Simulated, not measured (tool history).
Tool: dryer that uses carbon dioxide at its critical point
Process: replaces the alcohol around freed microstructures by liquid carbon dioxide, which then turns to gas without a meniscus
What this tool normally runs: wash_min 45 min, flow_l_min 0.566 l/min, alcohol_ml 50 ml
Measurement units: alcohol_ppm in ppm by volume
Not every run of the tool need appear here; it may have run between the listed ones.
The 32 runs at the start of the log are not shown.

run,hour,wash_min,flow_l_min,alcohol_ml,hours of work since the filter was changed,hours of work since the purifier's bed was changed,alcohol_ppm
33,1139.3,59,0.362,110,551,323,574
# hour 1158.8: inlet filter changed
34,1162,69,0.422,57,2,339,70
35,1186.7,45,0.362,23,20,357,226
36,1223,45,0.362,23,47,384,220
37,1248.4,45,0.362,23,66,402,232
38,1296.9,35,0.566,38,101,438,177
39,1343.4,57,0.391,50,135,472,168
40,1383.7,57,0.435,50,165,501,127
41,1432,49,0.435,50,200,537,213
42,1477.1,49,0.435,50,233,570,216
43,1505.7,62,0.353,23,254,591,126
44,1550.3,57,0.488,26,287,623,80
45,1578,45,0.381,48,307,644,447
46,1628.6,45,0.381,48,344,681,464

Below are 4 alternative next runs, each starting from the tool's condition after run 46. Predict each:
A,1657.6,40,0.566,50,365,702,?
B,1657.6,59,0.391,48,365,702,?
C,1657.6,45,0.884,43,365,702,?
D,1657.6,44,0.558,48,365,702,?

run,alcohol_ppm
A,196
B,205
C,71
D,160
The same runs, with their run-to-run variation unchanged, on a tool lacking any hidden condition would have given:
run,alcohol_ppm
A,85
B,95
C,10
D,66
